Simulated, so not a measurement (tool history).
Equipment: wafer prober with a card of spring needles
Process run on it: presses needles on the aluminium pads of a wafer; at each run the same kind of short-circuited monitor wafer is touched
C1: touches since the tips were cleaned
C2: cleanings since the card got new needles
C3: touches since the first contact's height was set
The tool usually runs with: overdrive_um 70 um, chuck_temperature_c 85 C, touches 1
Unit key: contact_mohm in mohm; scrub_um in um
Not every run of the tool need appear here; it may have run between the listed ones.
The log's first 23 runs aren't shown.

At hour 415.9: tips cleaned on abrasive film.
Run 24, hour 426.0: usual settings but overdrive_um 60 um, chuck_temperature_c 80 C; C1 2823; C2 88; C3 66195. Result: contact_mohm 264 mohm, scrub_um 8.55 um.
At hour 432.9: tips cleaned on abrasive film.
At hour 448.7: tips cleaned on abrasive film.
Run 25, hour 451.0: usual settings but overdrive_um 80 um, chuck_temperature_c 60 C; C1 638; C2 90; C3 73172. Result: contact_mohm 192 mohm, scrub_um 11.42 um.
At hour 464.9: tips cleaned on abrasive film.
Run 26, hour 464.9: usual settings but overdrive_um 80 um, chuck_temperature_c 60 C; C1 0; C2 91; C3 77055. Result: contact_mohm 172 mohm, scrub_um 11.43 um.
Run 27, hour 479.9: usual settings but overdrive_um 58 um, chuck_temperature_c 33 C, touches 3; C1 4213; C2 91; C3 81268. Result: contact_mohm 208 mohm, scrub_um 8.23 um.
At hour 481.8: tips cleaned on abrasive film.
Run 28, hour 495.1: usual settings but overdrive_um 58 um, chuck_temperature_c 33 C, touches 3; C1 3740; C2 92; C3 85519. Result: contact_mohm 209 mohm, scrub_um 8.22 um.
At hour 497.0: tips cleaned on abrasive film.
At hour 504.9: height of the first contact set anew.
At hour 514.4: tips cleaned on abrasive film.
Run 29, hour 514.4: usual settings but overdrive_um 58 um, chuck_temperature_c 29 C, touches 3; C1 0; C2 94; C3 2641. Result: contact_mohm 173 mohm, scrub_um 8.37 um.
At hour 530.1: tips cleaned on abrasive film.
Run 30, hour 532.6: usual settings but overdrive_um 58 um, chuck_temperature_c 66 C, touches 3; C1 701; C2 95; C3 7736. Result: contact_mohm 186 mohm, scrub_um 8.35 um.
At hour 546.5: tips cleaned on abrasive film.
Run 31, hour 549.3: usual settings but chuck_temperature_c 113 C; C1 765; C2 96; C3 12401. Result: contact_mohm 206 mohm, scrub_um 10.08 um.

Predict each of these 5 candidate next runs independently; none follows another, all start after run 31:
At hour 561.9: tips cleaned on abrasive film.
Run A, hour 561.9: usual settings but overdrive_um 58 um, chuck_temperature_c 113 C; C1 0; C2 97; C3 15916. Result: contact_mohm ?, scrub_um ?.
At hour 561.9: tips cleaned on abrasive film.
Run B, hour 561.9: usual settings but touches 2; C1 0; C2 97; C3 15916. Result: contact_mohm ?, scrub_um ?.
At hour 561.9: tips cleaned on abrasive film.
Run C, hour 561.9: usual settings but overdrive_um 74 um, chuck_temperature_c 49 C, touches 2; C1 0; C2 97; C3 15916. Result: contact_mohm ?, scrub_um ?.
At hour 561.9: tips cleaned on abrasive film.
Run D, hour 561.9: usual settings but overdrive_um 74 um, chuck_temperature_c 40 C; C1 0; C2 97; C3 15916. Result: contact_mohm ?, scrub_um ?.
At hour 561.9: tips cleaned on abrasive film.
Run E, hour 561.9: usual settings but overdrive_um 62 um, chuck_temperature_c 67 C, touches 2; C1 0; C2 97; C3 15916. Result: contact_mohm ?, scrub_um ?.

run  contact_mohm  scrub_um
  A           190      8.33
  B           177     10.07
  C           172     10.65
  D           173     10.65
  E           181      8.90
Take away the tool's hidden state, keep each run's random variation, and the runs would have read:
run  contact_mohm  scrub_um
  A           181      8.36
  B           173     10.10
  C           168     10.68
  D           166     10.69
  E           175      8.93
